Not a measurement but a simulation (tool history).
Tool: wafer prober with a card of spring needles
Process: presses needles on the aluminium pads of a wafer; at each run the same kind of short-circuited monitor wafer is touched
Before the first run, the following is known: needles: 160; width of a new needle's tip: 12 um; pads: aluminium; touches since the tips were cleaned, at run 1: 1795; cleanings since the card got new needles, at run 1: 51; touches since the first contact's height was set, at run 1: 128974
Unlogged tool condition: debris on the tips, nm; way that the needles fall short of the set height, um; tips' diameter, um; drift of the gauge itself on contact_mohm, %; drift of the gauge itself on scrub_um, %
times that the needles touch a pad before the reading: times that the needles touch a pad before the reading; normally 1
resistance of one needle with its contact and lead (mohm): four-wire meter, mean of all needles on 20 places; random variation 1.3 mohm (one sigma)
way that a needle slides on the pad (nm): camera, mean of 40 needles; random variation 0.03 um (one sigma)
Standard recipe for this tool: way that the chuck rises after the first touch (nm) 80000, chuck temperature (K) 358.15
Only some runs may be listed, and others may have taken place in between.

run   hour  way that the chuck rises after the first touch (nm)  chuck temperature (K)  times that the needles touch a pad before the reading  touches since the tips were cleaned  cleanings since the card got new needles  touches since the first contact's height was set  resistance of one needle with its contact and lead (mohm)  way that a needle slides on the pad (nm)
  1    0.0                                                80000                 358.15                                                      1                                 1795                                        51                                            128974                                                        150                                     15000
       4.8  -- tips cleaned on abrasive film
  2    5.6                                                80000                 358.15                                                      1                                  466                                        52                                            132196                                                        124                                     14960
  3   11.3                                                80000                 358.15                                                      1                                 3732                                        52                                            135462                                                        163                                     15010
      13.8  -- tips cleaned on abrasive film
  4   18.5                                                80000                 358.15                                                      1                                 2770                                        53                                            139635                                                        160                                     14970
      21.7  -- tips cleaned on abrasive film
  5   28.2                                                80000                 358.15                                                      1                                 3761                                        54                                            145191                                                        171                                     14940
      30.4  -- tips cleaned on abrasive film
      39.1  -- tips cleaned on abrasive film
  6   39.5                                                80000                 358.15                                                      1                                  194                                        56                                            151643                                                        120                                     14920
      41.2  -- height of the first contact set anew
      47.4  -- tips cleaned on abrasive film
  7   47.7                                                80000                 358.15                                                      1                                  195                                        57                                              3713                                                        116                                     15430
  8   54.7                                                80000                 358.15                                                      1                                 4283                                        57                                              7801                                                        174                                     15430
      55.5  -- tips cleaned on abrasive film
  9   60.2                                                80000                 358.15                                                      1                                 2702                                        58                                             10913                                                        160                                     15510
      63.8  -- tips cleaned on abrasive film
 10   68.7                                                80000                 358.15                                                      1                                 2836                                        59                                             15783                                                        157                                     15420
      72.5  -- tips cleaned on abrasive film
 11   79.3                                                80000                 346.15                                                      1                                 3956                                        60                                             21902                                                        173                                     15420
      80.4  -- tips cleaned on abrasive film
 12   86.2                                                80000                 346.15                                                      1                                 3381                                        61                                             25877                                                        167                                     15370
      89.3  -- tips cleaned on abrasive film
 13   93.5                                                80000                 358.15                                                      1                                 2453                                        62                                             30056                                                        153                                     15360
      97.6  -- tips cleaned on abrasive film
 14   99.3                                                80000                 358.15                                                      1                                 1026                                        63                                             33401                                                        134                                     15310
     105.8  -- tips cleaned on abrasive film
 15  109.3                                                75000                 363.15                                                      2                                 2055                                        64                                             39125                                                        137                                     14310
     114.2  -- tips cleaned on abrasive film
 16  116.4                                                75000                 313.15                                                      2                                 1259                                        65                                             43204                                                        125                                     14330
     122.6  -- tips cleaned on abrasive film
 17  128.8                                                84000                 303.15                                                      1                                 3631                                        66                                             50368                                                        164                                     16030
     130.6  -- tips cleaned on abrasive film
     138.8  -- tips cleaned on abrasive film
 18  141.4                                                82000                 313.15                                                      3                                 1502                                        68                                             57555                                                        116                                     15610
     147.2  -- tips cleaned on abrasive film
 19  149.8                                                82000                 313.15                                                      3                                 1512                                        69                                             62425                                                        119                                     15620
     155.3  -- tips cleaned on abrasive film
 20  157.2                                                82000                 313.15                                                      3                                 1134                                        70                                             66676                                                        117                                     15570
     163.3  -- tips cleaned on abrasive film
 21  170.1                                                98000                 313.15                                                      3                                 3982                                        71                                             74100                                                        121                                     18650
     172.1  -- tips cleaned on abrasive film
 22  176.9                                                98000                 313.15                                                      3                                 2807                                        72                                             78004                                                        116                                     18660
     180.4  -- tips cleaned on abrasive film
 23  184.8                                                65000                 352.15                                                      1                                 2544                                        73                                             82538                                                        178                                     12210
     188.5  -- tips cleaned on abrasive film
     196.4  -- tips cleaned on abrasive film
 24  198.2                                                83000                 338.15                                                      2                                 1002                                        75                                             90183                                                        122                                     15650
     205.2  -- tips cleaned on abrasive film
 25  209.5                                                83000                 338.15                                                      2                                 2478                                        76                                             96692                                                        138                                     15640
     214.0  -- tips cleaned on abrasive film
 26  219.9                                                83000                 362.15                                                      2                                 3422                                        77                                            102694                                                        144                                     15630

Pick out some run-to-run changes in resistance of one needle with its contact and lead (mohm). Of each, how much would a tool without hidden state show as well, from the settings, what came in and chance, and how much is left for the hidden state and any gauge scatter not in both results compared?
Run 7 -> 8: settings left as they were, no log entry in between. resistance of one needle with its contact and lead (mohm) +58: hidden state +58, all else +0.
Run 22 -> 23: way that the chuck rises after the first touch (nm) 98000 -> 65000, chuck temperature (K) 313.15 -> 352.15, times that the needles touch a pad before the reading 3 -> 1, tips cleaned on abrasive film. resistance of one needle with its contact and lead (mohm) +62: hidden state +58, all else +4.
